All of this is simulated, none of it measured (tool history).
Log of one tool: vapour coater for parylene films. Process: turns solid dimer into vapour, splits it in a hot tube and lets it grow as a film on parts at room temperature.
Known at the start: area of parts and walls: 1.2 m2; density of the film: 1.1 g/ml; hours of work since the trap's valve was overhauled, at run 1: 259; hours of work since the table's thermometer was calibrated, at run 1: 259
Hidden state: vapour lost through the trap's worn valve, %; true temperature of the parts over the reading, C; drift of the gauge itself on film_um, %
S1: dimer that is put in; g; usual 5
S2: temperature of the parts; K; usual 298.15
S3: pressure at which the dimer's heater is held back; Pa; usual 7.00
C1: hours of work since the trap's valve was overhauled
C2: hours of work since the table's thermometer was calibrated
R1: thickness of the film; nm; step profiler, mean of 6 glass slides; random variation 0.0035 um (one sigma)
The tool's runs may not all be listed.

run   hour  S1      S2     S3   C1   C2    R1
  1    0.0   5  298.15   7.00  259  259  1592
  2   26.3   5  298.15   7.00  280  280  1599
  3   40.1   5  298.15   7.00  291  291  1599
  4   51.8   5  298.15   7.00  300  300  1588
  5   67.9   5  298.15   7.00  312  312  1589
  6   91.1   5  298.15   8.35  331  331  1565
  7  111.0   5  298.15   8.35  346  346  1563
  8  137.1   5  298.15   8.35  367  367  1550
  9  159.1   5  298.15   8.35  384  384  1549
 10  171.5   5  298.15   8.35  393  393  1554
     180.5  -- trap's valve overhauled
 11  191.2   5  298.15   8.35    8  406  1646
 12  213.2   5  298.15   8.35   26  423  1650
 13  228.6   5  298.15   8.35   38  435  1643
 14  239.8   5  298.15   7.00   46  444  1671
 15  254.2   4  298.15   7.00   58  455  1328
 16  269.3   4  298.15   7.00   69  467  1334
 17  291.6   4  298.15   7.00   87  484  1328
 18  304.8   4  298.15   7.00   97  495  1331
 19  325.7   2  298.15   7.00  114  511   661
 20  343.4   2  298.15   7.00  127  525   661
 21  358.4   2  310.15  10.69  139  537   425
 22  385.2   3  298.15   7.00  160  557   988
 23  410.3   3  298.15   7.00  180  577   986
 24  425.2   8  305.15   7.00  191  589  2081
 25  449.8   2  298.15   7.30  211  608   654
 26  462.6   2  298.15   7.30  221  618   650
 27  481.3   5  309.15   7.00  235  633  1131
 28  506.3   3  306.15   5.05  255  652   771
 29  527.4   4  309.15   4.52  271  669   941
 30  544.1   6  294.15  11.76  284  682  2124
 31  556.4   6  294.15  11.76  294  691  2116
 32  582.0   5  295.15   9.65  314  711  1730
 33  606.3   8  295.15   3.06  333  730  3059
 34  630.6   8  300.15   7.00  352  750  2413
 35  652.5   4  303.15   4.23  369  767  1138
 36  671.1   4  303.15   4.23  384  781  1142
 37  682.6   4  303.15   4.23  393  790  1141
     692.0  -- trap's valve overhauled
 38  711.4   6  291.15   8.78   15  810  2504
 39  731.0   6  295.15   8.78   31  825  2194

3 ways to go on from here, each from the tool as it stands after run 39. What would each give?
  A  750.1   5  292.15  4.24  45  840   ?
  B  750.1   6  302.15  5.59  45  840   ?
  C  750.1   3  290.15  7.05  45  840   ?

run    R1
  A  2141
  B  1804
  C  1310
Without the tool's hidden state the same runs would have given:
run    R1
  A  2138
  B  1802
  C  1309
